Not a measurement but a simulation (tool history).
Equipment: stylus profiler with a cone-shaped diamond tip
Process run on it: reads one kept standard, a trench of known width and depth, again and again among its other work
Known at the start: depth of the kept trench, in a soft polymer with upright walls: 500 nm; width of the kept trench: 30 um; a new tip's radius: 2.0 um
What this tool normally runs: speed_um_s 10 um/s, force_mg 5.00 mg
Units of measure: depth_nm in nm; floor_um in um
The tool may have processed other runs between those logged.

run,hour,speed_um_s,force_mg,depth_nm,floor_um
1,0.0,10,5.00,510.79,27.21
2,97.7,10,9.50,515.90,27.14
3,162.7,20,5.00,510.39,26.98
4,252.0,6,5.00,510.09,26.91
5,376.4,10,5.00,509.81,26.76
6,506.2,10,5.00,509.61,26.65
7,590.1,10,5.00,508.80,26.45
8,676.0,10,14.82,520.45,26.44
9,787.5,2,5.00,509.09,26.39
10,866.0,2,5.00,508.88,26.28
11,977.0,2,5.00,508.51,26.15
12,1072.0,2,5.00,508.56,26.04
13,1147.0,10,8.20,512.10,25.94
14,1209.9,10,8.20,511.89,25.91
15,1335.1,10,8.20,511.80,25.82
16,1440.9,10,8.20,511.73,25.63
17,1521.2,10,5.00,507.57,25.58
# hour 1534.8: new tip fitted, height scale calibrated
18,1668.8,10,5.00,510.32,27.18
19,1813.0,5,5.00,509.92,26.99
20,1957.6,5,5.00,509.76,26.89
21,2074.8,10,5.00,509.47,26.72
22,2202.6,10,5.00,509.25,26.54
23,2330.1,10,5.00,509.00,26.41
24,2472.7,4,1.89,503.67,26.26
25,2604.2,4,1.89,503.01,26.17
26,2739.7,6,9.00,513.05,26.03
27,2849.0,40,14.21,518.48,25.89
28,2982.5,6,10.51,514.20,25.81
29,3115.0,2,9.12,512.41,25.78
# hour 3127.7: new tip fitted, height scale calibrated
30,3247.2,2,9.12,515.72,27.20
31,3355.9,12,4.42,509.49,27.04
32,3447.1,12,4.42,509.36,26.89
33,3546.5,12,4.42,508.85,26.78
34,3658.6,12,4.42,508.91,26.67
35,3791.4,3,3.78,507.53,26.52
36,3904.6,28,2.14,504.61,26.26
37,4029.8,28,2.14,504.28,26.14
38,4145.9,4,14.76,519.61,26.11
39,4253.7,2,3.55,506.16,26.04
40,4330.6,16,3.07,505.15,25.90
41,4409.8,15,3.14,505.13,25.82
42,4476.7,25,6.04,509.54,25.76
43,4616.3,25,6.04,508.93,25.63
44,4703.1,25,6.04,509.05,25.52
# hour 4725.2: new tip fitted, height scale calibrated
45,4845.1,2,2.37,506.21,27.19

Each run again, without the hidden state but with its own random variation kept:
What the log doesn't record here: radius of the tip, um; height scale over the true one, %; drift of the gauge itself on depth_nm, %; drift of the gauge itself on floor_um, %.
run,depth_nm,floor_um
1,510.67,27.30
2,516.00,27.35
3,510.61,27.26
4,510.49,27.32
5,510.47,27.31
6,510.53,27.35
7,509.90,27.25
8,521.78,27.34
9,510.60,27.40
10,510.57,27.38
11,510.44,27.35
12,510.69,27.34
13,514.40,27.31
14,514.34,27.33
15,514.50,27.35
16,514.67,27.26
17,510.65,27.28
18,510.54,27.31
19,510.48,27.31
20,510.61,27.36
21,510.55,27.34
22,510.62,27.30
23,510.64,27.32
24,505.56,27.32
25,505.17,27.36
26,515.56,27.34
27,521.24,27.29
28,517.20,27.33
29,515.66,27.40
30,515.75,27.37
31,509.76,27.36
32,509.80,27.33
33,509.48,27.33
34,509.76,27.35
35,508.65,27.35
36,505.96,27.21
37,505.89,27.22
38,521.53,27.31
39,508.26,27.35
40,507.40,27.30
41,507.55,27.29
42,512.12,27.28
43,511.82,27.27
44,512.12,27.25
45,506.48,27.37
